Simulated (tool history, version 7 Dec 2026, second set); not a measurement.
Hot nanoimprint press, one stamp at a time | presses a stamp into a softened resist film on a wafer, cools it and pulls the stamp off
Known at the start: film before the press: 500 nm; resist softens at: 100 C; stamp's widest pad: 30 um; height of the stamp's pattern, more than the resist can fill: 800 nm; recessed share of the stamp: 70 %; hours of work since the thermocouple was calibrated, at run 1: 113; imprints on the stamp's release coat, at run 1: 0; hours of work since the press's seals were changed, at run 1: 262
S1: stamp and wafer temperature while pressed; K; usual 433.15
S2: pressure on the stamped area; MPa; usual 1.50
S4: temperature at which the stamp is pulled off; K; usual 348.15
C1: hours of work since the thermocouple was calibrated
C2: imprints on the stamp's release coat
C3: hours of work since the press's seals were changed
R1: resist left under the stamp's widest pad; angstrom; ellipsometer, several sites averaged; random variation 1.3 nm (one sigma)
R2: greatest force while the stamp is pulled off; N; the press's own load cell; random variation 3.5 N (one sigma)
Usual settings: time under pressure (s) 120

Run 1, day 0.000: usual settings; C1 113; C2 0; C3 262. Result: R1 2033 angstrom, R2 169 N.
Run 2, day 1.188: usual settings; C1 136; C2 136; C3 284. Result: R1 2016 angstrom, R2 172 N.
Run 3, day 1.804: usual settings but S2 1.01 MPa; C1 147; C2 206; C3 296. Result: R1 2440 angstrom, R2 184 N.
Run 4, day 2.554: usual settings but time under pressure (s) 154; C1 162; C2 292; C3 310. Result: R1 1852 angstrom, R2 182 N.
Run 5, day 3.775: usual settings; C1 185; C2 431; C3 333. Result: R1 2062 angstrom, R2 188 N.
Run 6, day 4.992: usual settings; C1 208; C2 570; C3 356. Result: R1 2081 angstrom, R2 194 N.
Run 7, day 5.546: usual settings but S2 1.43 MPa, time under pressure (s) 93; C1 218; C2 633; C3 366. Result: R1 2329 angstrom, R2 195 N.

The next listed run, before its measurement:
Run 8, day 6.138: usual settings but S1 431.15 K, S2 1.28 MPa, S4 344.15 K; C1 229; C2 700; C3 378. Result: R1 ?, R2 ?.

R1: 2406 angstrom
R2: 193 N
Without the tool's hidden state the same run would have given R1 2279 angstrom, R2 170 N.

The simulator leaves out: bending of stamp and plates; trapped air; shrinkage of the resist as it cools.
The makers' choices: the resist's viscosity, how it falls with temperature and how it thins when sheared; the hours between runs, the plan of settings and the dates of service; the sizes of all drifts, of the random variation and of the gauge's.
